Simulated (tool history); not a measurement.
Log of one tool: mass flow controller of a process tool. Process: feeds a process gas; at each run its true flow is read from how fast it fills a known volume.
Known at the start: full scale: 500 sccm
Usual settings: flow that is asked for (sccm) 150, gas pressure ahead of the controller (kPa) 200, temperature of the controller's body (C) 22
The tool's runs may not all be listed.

run      day  flow that is asked for (sccm)  gas pressure ahead of the controller (kPa)  temperature of the controller's body (C)  true flow (%)
  1        0                            150                                         200                                        22          98.59
  2    4.271                            150                                         200                                        22          98.46
  3   10.533                            150                                         200                                        22          98.53
  4   14.129                            150                                         200                                        22          98.41
  5   19.354                            150                                         200                                        38          98.03
  6   22.662                            150                                         200                                        21          98.39
  7   27.979                             66                                         200                                        22          97.92
  8   31.596                             66                                         200                                        22          97.99
  9   34.408                            150                                         166                                        22          98.08
 10   38.408                            150                                         166                                        22          98.12
 11   41.633                            150                                         200                                        22          98.24
 12   46.438                            150                                         200                                        22          98.05
 13    49.15                            150                                         200                                        22          98.19
 14     52.7                            150                                         200                                        22          98.06
 15   59.283                            150                                         200                                        22          97.98
 16   65.283                            459                                         200                                        38           98.8
 17     71.9                            150                                         194                                        35          97.46
 18     77.3                            409                                         276                                        21          99.54
 19   83.533                            264                                         146                                        21          98.01
 20   87.583                            264                                         146                                        21          97.81
 21   91.296                            264                                         146                                        21          97.72
 22   97.825                            185                                         225                                        39          97.62
 23  103.608                            310                                         151                                        20          97.75
 24  107.933                            310                                         151                                        20          97.95
 25  113.183                            364                                         173                                        39          97.71
 26  119.117                            322                                         166                                        22           97.9
 27  122.288                            243                                         200                                        27          97.71
 28  126.529                            150                                         164                                        28          96.92
     130.033  -- gauge calibrated
 29  130.592                            150                                         200                                        24          98.66
 30  135.646                            150                                         174                                        21          98.46

Some steps in true flow (%) between neighbouring runs. How much of each would the tool show without its hidden state too (settings, what came in, random variation), and how much is left for the hidden state, with any gauge scatter that isn't in both results?
The hidden state here: flow at rest that the sensor doesn't see, % of full scale; true flow over the shown one, %; drift of the gauge itself on true_pct, %.
Run 14 -> 15: no setting changed, nothing entered. true flow (%) -0.08: hidden state -0.07, all else -0.01.
Run 17 -> 18: flow that is asked for (sccm) 150 -> 409, gas pressure ahead of the controller (kPa) 194 -> 276, temperature of the controller's body (C) 35 -> 21. true flow (%) +2.08: hidden state -0.06, all else +2.14.
Run 18 -> 19: flow that is asked for (sccm) 409 -> 264, gas pressure ahead of the controller (kPa) 276 -> 146. true flow (%) -1.53: hidden state -0.06, all else -1.47.
Run 25 -> 26: flow that is asked for (sccm) 364 -> 322, gas pressure ahead of the controller (kPa) 173 -> 166, temperature of the controller's body (C) 39 -> 22. true flow (%) +0.19: hidden state -0.08, all else +0.27.
Run 28 -> 29: gas pressure ahead of the controller (kPa) 164 -> 200, temperature of the controller's body (C) 28 -> 24, gauge calibrated. true flow (%) +1.74: hidden state +1.3, all else +0.44.
